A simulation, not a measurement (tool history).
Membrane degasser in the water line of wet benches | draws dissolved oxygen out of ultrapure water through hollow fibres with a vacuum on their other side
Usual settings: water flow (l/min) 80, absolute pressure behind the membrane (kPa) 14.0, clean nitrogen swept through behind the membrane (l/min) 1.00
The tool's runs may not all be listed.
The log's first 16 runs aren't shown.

| run | hour | water flow (l/min) | absolute pressure behind the membrane (kPa) | clean nitrogen swept through behind the membrane (l/min) | dissolved oxygen in the water behind the degasser (ppb) | pressure that the water loses in the fibres (kPa) |
|---|---|---|---|---|---|---|
| 17 | 592.0 | 80 | 14.0 | 2.08 | 1006.8 | 49.43 |
| 18 | 616.7 | 107 | 26.6 | 1.72 | 2419.5 | 65.66 |
| 19 | 662.9 | 89 | 14.0 | 1.00 | 1681.5 | 54.28 |
| 20 | 698.1 | 89 | 14.0 | 1.00 | 1648.7 | 54.69 |
| 21 | 721.2 | 89 | 14.0 | 1.00 | 1629.8 | 54.60 |
| 22 | 744.7 | 61 | 14.0 | 1.00 | 1198.4 | 37.72 |
|  | 758.7 | gauge calibrated |
| 23 | 792.1 | 61 | 14.0 | 1.00 | 1186.3 | 38.29 |
| 24 | 829.9 | 62 | 31.3 | 0.94 | 2597.1 | 38.58 |
|  | 862.4 | seals of the vacuum lines changed |
| 25 | 865.4 | 53 | 8.5 | 0.50 | 873.1 | 33.53 |
| 26 | 912.9 | 53 | 8.5 | 0.50 | 868.4 | 33.39 |
| 27 | 938.0 | 53 | 21.3 | 1.16 | 1453.6 | 33.29 |
| 28 | 980.6 | 61 | 28.9 | 1.78 | 1612.8 | 38.67 |
| 29 | 1006.3 | 88 | 21.1 | 1.78 | 1712.7 | 54.99 |
| 30 | 1057.8 | 104 | 21.0 | 1.78 | 1958.3 | 64.77 |
| 31 | 1100.1 | 104 | 21.0 | 1.78 | 1954.6 | 65.02 |

Run 32 comes next. What will it give?
| 32 | 1140.9 | 104 | 21.0 | 1.78 | ? | ? |

dissolved oxygen in the water behind the degasser (ppb): 1968.7
pressure that the water loses in the fibres (kPa): 64.14
Without the tool's hidden state the same run would have given dissolved oxygen in the water behind the degasser (ppb) 1967.9, pressure that the water loses in the fibres (kPa) 64.90.
